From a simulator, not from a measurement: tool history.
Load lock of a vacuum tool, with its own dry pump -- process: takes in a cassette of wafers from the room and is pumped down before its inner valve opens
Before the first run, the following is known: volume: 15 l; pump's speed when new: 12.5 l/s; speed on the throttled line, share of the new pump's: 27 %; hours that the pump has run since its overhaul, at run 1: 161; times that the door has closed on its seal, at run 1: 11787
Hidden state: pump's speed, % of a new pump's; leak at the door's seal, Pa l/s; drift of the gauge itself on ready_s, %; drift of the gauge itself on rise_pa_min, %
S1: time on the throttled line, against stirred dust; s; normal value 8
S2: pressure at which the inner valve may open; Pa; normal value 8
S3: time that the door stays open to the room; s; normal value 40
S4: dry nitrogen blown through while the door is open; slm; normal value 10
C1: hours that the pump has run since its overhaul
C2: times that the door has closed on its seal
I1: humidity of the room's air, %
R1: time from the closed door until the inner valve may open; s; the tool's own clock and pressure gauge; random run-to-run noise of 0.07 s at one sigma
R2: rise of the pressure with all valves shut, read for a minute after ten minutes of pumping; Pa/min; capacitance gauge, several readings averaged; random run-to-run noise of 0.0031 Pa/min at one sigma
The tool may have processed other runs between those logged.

run 1 hour=0 | S1=8 S2=8 S3=40 S4=10 | C1=161 C2=11787 | I1=45.5 | R1=17.21 R2=0.082
run 2 hour=195.6 | S1=8 S2=8 S3=40 S4=10 | C1=356 C2=12011 | I1=44.4 | R1=17.21 R2=0.074
run 3 hour=471.7 | S1=8 S2=8 S3=40 S4=10 | C1=632 C2=12327 | I1=46 | R1=17.3 R2=0.082
run 4 hour=592.6 | S1=8 S2=8 S3=40 S4=10 | C1=753 C2=12466 | I1=46.1 | R1=17.31 R2=0.086
run 5 hour=788.6 | S1=8 S2=8 S3=40 S4=10 | C1=949 C2=12690 | I1=43.6 | R1=17.38 R2=0.079
run 6 hour=1049.1 | S1=6 S2=8 S3=40 S4=10 | C1=1210 C2=12988 | I1=42.5 | R1=15.87 R2=0.075
run 7 hour=1237.8 | S1=6 S2=8 S3=40 S4=10 | C1=1398 C2=13204 | I1=41 | R1=15.83 R2=0.067
run 8 hour=1494.3 | S1=13 S2=8 S3=40 S4=10 | C1=1655 C2=13498 | I1=43.6 | R1=20.95 R2=0.074
run 9 hour=1738.1 | S1=13 S2=8 S3=40 S4=10 | C1=1899 C2=13777 | I1=49.3 | R1=20.96 R2=0.087
run 10 hour=1857.7 | S1=13 S2=8 S3=40 S4=10 | C1=2018 C2=13914 | I1=47.7 | R1=20.85 R2=0.085
run 11 hour=2042.7 | S1=13 S2=8 S3=40 S4=10 | C1=2203 C2=14125 | I1=42.8 | R1=20.89 R2=0.077
run 12 hour=2174 | S1=13 S2=8 S3=40 S4=10 | C1=2335 C2=14276 | I1=47.5 | R1=20.95 R2=0.09
run 13 hour=2421.8 | S1=8 S2=7 S3=40 S4=10 | C1=2582 C2=14559 | I1=46.1 | R1=17.36 R2=0.083
run 14 hour=2673.9 | S1=8 S2=7 S3=40 S4=10 | C1=2834 C2=14848 | I1=43.2 | R1=17.36 R2=0.074
run 15 hour=2941.6 | S1=8 S2=8 S3=170 S4=10 | C1=3102 C2=15154 | I1=44.3 | R1=17.36 R2=0.143
run 16 hour=3120 | S1=8 S2=8 S3=40 S4=10 | C1=3281 C2=15359 | I1=45.8 | R1=17.25 R2=0.084
run 17 hour=3309.9 | S1=8 S2=8 S3=40 S4=10 | C1=3470 C2=15576 | I1=44.3 | R1=17.34 R2=0.075
run 18 hour=3556.3 | S1=8 S2=8 S3=40 S4=10 | C1=3717 C2=15858 | I1=45.6 | R1=17.34 R2=0.08

What will run 19 give?
run 19 hour=3788.3 | S1=8 S2=8 S3=40 S4=10 | C1=3949 C2=16123 | I1=43.6 | R1=? R2=?

{"run 19": {"R1": 17.19, "R2": 0.074}}
With no hidden state in the tool, this same run would have given R1 17.19 s, R2 0.074 Pa/min.
